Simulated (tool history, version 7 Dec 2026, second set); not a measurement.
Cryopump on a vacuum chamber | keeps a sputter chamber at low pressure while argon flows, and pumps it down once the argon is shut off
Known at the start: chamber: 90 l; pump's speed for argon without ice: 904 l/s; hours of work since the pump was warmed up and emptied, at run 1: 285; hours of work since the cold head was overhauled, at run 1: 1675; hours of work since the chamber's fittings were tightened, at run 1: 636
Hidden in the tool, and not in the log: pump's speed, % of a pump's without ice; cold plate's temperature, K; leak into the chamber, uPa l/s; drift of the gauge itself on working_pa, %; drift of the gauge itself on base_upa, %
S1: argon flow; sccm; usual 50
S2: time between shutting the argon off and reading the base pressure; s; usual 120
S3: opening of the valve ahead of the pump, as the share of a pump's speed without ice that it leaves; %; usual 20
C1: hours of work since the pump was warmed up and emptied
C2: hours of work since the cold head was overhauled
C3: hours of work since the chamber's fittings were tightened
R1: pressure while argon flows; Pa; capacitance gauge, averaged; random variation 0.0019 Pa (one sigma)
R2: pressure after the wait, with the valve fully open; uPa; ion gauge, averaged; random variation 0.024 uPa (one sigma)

{"run": 1, "hour": 0.0, "S1": 50, "S2": 120, "S3": 20, "C1": 285, "C2": 1675, "C3": 636, "R1": 0.4798, "R2": 2.97}
{"run": 2, "hour": 47.3, "S1": 50, "S2": 120, "S3": 20, "C1": 312, "C2": 1703, "C3": 664, "R1": 0.4783, "R2": 3.05}
{"run": 3, "hour": 96.1, "S1": 50, "S2": 120, "S3": 20, "C1": 340, "C2": 1731, "C3": 692, "R1": 0.4786, "R2": 3.17}
{"run": 4, "hour": 160.5, "S1": 50, "S2": 120, "S3": 20, "C1": 377, "C2": 1768, "C3": 729, "R1": 0.4773, "R2": 3.31}
{"run": 5, "hour": 212.3, "S1": 50, "S2": 120, "S3": 20, "C1": 407, "C2": 1798, "C3": 759, "R1": 0.4829, "R2": 3.53}
{"hour": 253.9, "done": "pump warmed up, emptied and cooled again"}
{"run": 6, "hour": 288.2, "S1": 50, "S2": 120, "S3": 20, "C1": 20, "C2": 1838, "C3": 800, "R1": 0.4723, "R2": 3.15}
{"run": 7, "hour": 350.4, "S1": 50, "S2": 120, "S3": 20, "C1": 56, "C2": 1874, "C3": 835, "R1": 0.4699, "R2": 3.42}
{"run": 8, "hour": 406.5, "S1": 50, "S2": 34, "S3": 20, "C1": 88, "C2": 1907, "C3": 868, "R1": 0.4719, "R2": 4.95}
{"run": 9, "hour": 477.1, "S1": 50, "S2": 77, "S3": 20, "C1": 129, "C2": 1947, "C3": 908, "R1": 0.4717, "R2": 4.03}
{"run": 10, "hour": 517.3, "S1": 44, "S2": 77, "S3": 20, "C1": 152, "C2": 1970, "C3": 932, "R1": 0.4153, "R2": 4.01}
{"run": 11, "hour": 560.4, "S1": 44, "S2": 77, "S3": 20, "C1": 177, "C2": 1995, "C3": 956, "R1": 0.4141, "R2": 4.21}
{"run": 12, "hour": 640.0, "S1": 44, "S2": 77, "S3": 20, "C1": 222, "C2": 2041, "C3": 1002, "R1": 0.4169, "R2": 4.34}
{"run": 13, "hour": 712.7, "S1": 50, "S2": 120, "S3": 17, "C1": 264, "C2": 2083, "C3": 1044, "R1": 0.5601, "R2": 4.3}
{"run": 14, "hour": 763.5, "S1": 50, "S2": 120, "S3": 20, "C1": 293, "C2": 2112, "C3": 1073, "R1": 0.4809, "R2": 4.41}
{"run": 15, "hour": 827.2, "S1": 50, "S2": 120, "S3": 20, "C1": 330, "C2": 2149, "C3": 1110, "R1": 0.4808, "R2": 4.64}
{"run": 16, "hour": 872.4, "S1": 50, "S2": 120, "S3": 20, "C1": 356, "C2": 2175, "C3": 1136, "R1": 0.4776, "R2": 4.72}
{"run": 17, "hour": 941.3, "S1": 50, "S2": 120, "S3": 20, "C1": 396, "C2": 2215, "C3": 1176, "R1": 0.4832, "R2": 4.93}
{"run": 18, "hour": 992.8, "S1": 50, "S2": 120, "S3": 20, "C1": 425, "C2": 2244, "C3": 1205, "R1": 0.4839, "R2": 4.94}
{"hour": 1003.8, "done": "pump warmed up, emptied and cooled again"}
{"run": 19, "hour": 1051.2, "S1": 21, "S2": 122, "S3": 54, "C1": 27, "C2": 2275, "C3": 1236, "R1": 0.0749, "R2": 4.62}
{"run": 20, "hour": 1131.9, "S1": 21, "S2": 122, "S3": 54, "C1": 74, "C2": 2321, "C3": 1283, "R1": 0.0755, "R2": 4.69}
{"run": 21, "hour": 1172.9, "S1": 33, "S2": 120, "S3": 20, "C1": 97, "C2": 2345, "C3": 1306, "R1": 0.3106, "R2": 4.76}
{"run": 22, "hour": 1247.4, "S1": 33, "S2": 120, "S3": 20, "C1": 140, "C2": 2388, "C3": 1349, "R1": 0.3142, "R2": 4.89}
{"run": 23, "hour": 1300.5, "S1": 50, "S2": 120, "S3": 36, "C1": 171, "C2": 2419, "C3": 1380, "R1": 0.2696, "R2": 5.19}
{"run": 24, "hour": 1365.4, "S1": 57, "S2": 297, "S3": 24, "C1": 208, "C2": 2456, "C3": 1417, "R1": 0.454, "R2": 5.03}

Run 25 comes next. What will it give?
{"run": 25, "hour": 1425.3, "S1": 59, "S2": 297, "S3": 51, "C1": 243, "C2": 2490, "C3": 1452, "R1": "?", "R2": "?"}

{"run 25": {"R1": 0.2276, "R2": 5.15}}
Without the tool's hidden state the same run would have given R1 0.2153 Pa, R2 0.59 uPa.
